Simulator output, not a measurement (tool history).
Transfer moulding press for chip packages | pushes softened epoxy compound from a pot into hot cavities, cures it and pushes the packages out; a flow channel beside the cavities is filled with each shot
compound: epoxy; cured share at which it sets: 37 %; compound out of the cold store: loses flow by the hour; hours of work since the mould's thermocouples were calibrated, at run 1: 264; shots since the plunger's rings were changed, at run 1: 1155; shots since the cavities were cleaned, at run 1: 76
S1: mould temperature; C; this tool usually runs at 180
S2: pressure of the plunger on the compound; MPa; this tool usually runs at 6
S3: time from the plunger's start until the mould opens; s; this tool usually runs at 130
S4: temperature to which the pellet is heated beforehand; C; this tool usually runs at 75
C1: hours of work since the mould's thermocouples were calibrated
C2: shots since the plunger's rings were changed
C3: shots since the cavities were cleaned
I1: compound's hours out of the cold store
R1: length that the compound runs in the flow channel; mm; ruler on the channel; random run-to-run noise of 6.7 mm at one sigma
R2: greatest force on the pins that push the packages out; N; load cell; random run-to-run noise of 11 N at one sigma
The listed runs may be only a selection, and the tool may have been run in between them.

run    hour   S1    S2   S3  S4   C1    C2    C3    I1   R1    R2
  1       0  180     6  130  75  264  1155    76  37.2  754   564
  2    44.9  180  5.18  130  75  282  1431   352     9  757   702
  3    96.5  180  5.18  130  75  304  1749   670  36.6  685   795
      164.6  -- cavities cleaned with cleaning compound and waxed
  4   167.6  180     6  130  75  333  2178    19  39.7  715   529
  5   229.3  180  6.97  130  75  359  2558   399    34  771   709
  6   292.4  180  6.97  130  75  385  2947   788  36.4  759   797
      342.8  -- cavities cleaned with cleaning compound and waxed
  7   346.9  180  6.97  130  75  407  3273    25    21  801   508
  8   386.8  180  6.97  130  75  423  3519   271  47.7  728   646
  9   435.2  180  6.97  130  75  444  3817   569  42.3  737   747
 10   469.2  180     6  130  75  458  4027   779  29.9  709   802
 11   514.3  180     6  130  75  476  4304  1056  30.1  704   895
      521.3  -- cavities cleaned with cleaning compound and waxed
 12   587.9  180  5.03  130  75  506  4748   409  46.8  604   710
 13     636  180     6  130  74  526  5045   706  29.1  688   790
      700.2  -- cavities cleaned with cleaning compound and waxed
 14   702.6  180     6  130  74  554  5446    15  39.1  661   514
 15   748.7  180  4.53  133  74  573  5730   299  20.8  610   641
      773.8  -- plunger's sealing rings changed
 16   819.2  187  6.64  142  75  601   280   718  14.2  822   727
      847.2  -- mould's thermocouples calibrated
 17   867.4  187  6.64  142  70    8   565  1003  13.4  812   757
      882.9  -- cavities cleaned with cleaning compound and waxed
 18   928.9  187  6.64  170  70   33   934   283   8.3  813   631
 19   999.8  187  4.68  170  84   63  1371   720  45.7  610   703
     1060.4  -- cavities cleaned with cleaning compound and waxed
 20  1060.7  187  4.68  170  84   88  1737     2  13.2  675   456
 21  1107.9  187  4.68  170  84  107  2028   293   9.3  662   602
 22  1160.1  175  4.77  117  84  129  2349   614  37.1  670  1220
 23  1210.9  175  4.77  117  84  150  2662   927  47.9  638  1251
     1242.3  -- cavities cleaned with cleaning compound and waxed
 24  1275.4  175  4.77  117  84  176  3050   204  45.4  643   941
 25  1318.6  179  5.94  140  75  194  3316   470  22.2  738   705
 26  1373.3  184  5.34  152  76  217  3654   808  43.6  625   738
     1424.3  -- cavities cleaned with cleaning compound and waxed
 27  1435.5  184  5.34  152  76  242  4028    69    41  635   506
 28  1484.4  184  5.34  152  76  263  4329   370    35  632   618

The logged runs with the hidden state left out (each run's random variation unchanged):
Unlogged tool condition in this case: true mould temperature over the reading, C; pressure that reaches the compound, % of what is set; grip of the stained cavities, % over clean ones'; drift of the gauge itself on flow_mm, %; drift of the gauge itself on push_out_n, %.
run   R1   R2
  1  775  514
  2  784  517
  3  714  508
  4  752  506
  5  818  508
  6  813  487
  7  865  505
  8  790  513
  9  807  502
 10  779  504
 11  779  530
 12  676  517
 13  776  508
 14  754  518
 15  700  506
 16  836  456
 17  825  439
 18  832  465
 19  629  431
 20  702  450
 21  693  457
 22  707  803
 23  678  752
 24  690  766
 25  796  486
 26  680  444
 27  697  458
 28  699  444
